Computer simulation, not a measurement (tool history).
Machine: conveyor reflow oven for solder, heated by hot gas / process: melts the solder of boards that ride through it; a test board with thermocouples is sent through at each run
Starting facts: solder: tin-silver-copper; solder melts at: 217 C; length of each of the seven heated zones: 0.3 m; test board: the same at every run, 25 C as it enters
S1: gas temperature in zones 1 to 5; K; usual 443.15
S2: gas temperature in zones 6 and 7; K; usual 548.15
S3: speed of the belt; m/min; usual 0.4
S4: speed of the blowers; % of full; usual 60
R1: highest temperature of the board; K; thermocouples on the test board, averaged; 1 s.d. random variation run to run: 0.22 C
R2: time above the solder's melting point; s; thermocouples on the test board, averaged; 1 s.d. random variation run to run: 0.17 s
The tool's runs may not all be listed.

run 1 hour=0 | S1=443.15 S2=548.15 S3=0.4 S4=60 | R1=533.15 R2=72.2
run 2 hour=26 | S1=443.15 S2=548.15 S3=0.4 S4=60 | R1=532.55 R2=72.3
run 3 hour=60.8 | S1=443.15 S2=548.15 S3=0.371 S4=60 | R1=534.95 R2=80.2
run 4 hour=95 | S1=443.15 S2=548.15 S3=0.371 S4=60 | R1=535.25 R2=80.2
run 5 hour=122 | S1=457.15 S2=548.15 S3=0.4 S4=60 | R1=535.35 R2=79.7
run 6 hour=164.6 | S1=443.15 S2=548.15 S3=0.4 S4=60 | R1=532.65 R2=72.3
run 7 hour=206.8 | S1=443.15 S2=548.15 S3=0.4 S4=60 | R1=532.55 R2=72.1
-- hour=253.6 flux residue cleaned out of gas plates and filters
run 8 hour=255.7 | S1=443.15 S2=548.15 S3=0.4 S4=60 | R1=532.15 R2=71.6
run 9 hour=279.4 | S1=443.15 S2=548.15 S3=0.328 S4=60 | R1=538.25 R2=94
run 10 hour=308.9 | S1=443.15 S2=548.15 S3=0.328 S4=60 | R1=537.95 R2=93.8
run 11 hour=348.7 | S1=443.15 S2=548.15 S3=0.328 S4=60 | R1=537.95 R2=93.7
run 12 hour=376.7 | S1=429.15 S2=548.15 S3=0.4 S4=60 | R1=528.85 R2=63.8
run 13 hour=405.7 | S1=443.15 S2=548.15 S3=0.387 S4=60 | R1=532.75 R2=74.6
run 14 hour=441.3 | S1=428.15 S2=561.15 S3=0.424 S4=60 | R1=537.85 R2=66.2
run 15 hour=471 | S1=443.15 S2=552.15 S3=0.4 S4=51 | R1=532.65 R2=71.3
run 16 hour=512.2 | S1=443.15 S2=561.15 S3=0.4 S4=79 | R1=547.75 R2=81.8
run 17 hour=537.9 | S1=435.15 S2=539.15 S3=0.442 S4=60 | R1=517.95 R2=49.4
run 18 hour=584.1 | S1=435.15 S2=539.15 S3=0.442 S4=60 | R1=517.55 R2=48.9
-- hour=591.9 flux residue cleaned out of gas plates and filters, once more
run 19 hour=635.5 | S1=443.15 S2=548.15 S3=0.4 S4=80 | R1=539.05 R2=77.3
run 20 hour=688.9 | S1=457.15 S2=561.15 S3=0.337 S4=60 | R1=553.65 R2=106.3
-- hour=720.9 thermocouples of zones 6 and 7 changed
run 21 hour=741.1 | S1=457.15 S2=561.15 S3=0.337 S4=60 | R1=551.05 R2=105.5

What does the tool deliver on the next run?
run 22 hour=782.5 | S1=457.15 S2=561.15 S3=0.337 S4=60 | R1=? R2=?

R1: 550.95 K
R2: 105 s
With the hidden condition absent and the run-to-run variation left alone, this run would have shown R1 550.95 K, R2 103.5 s.
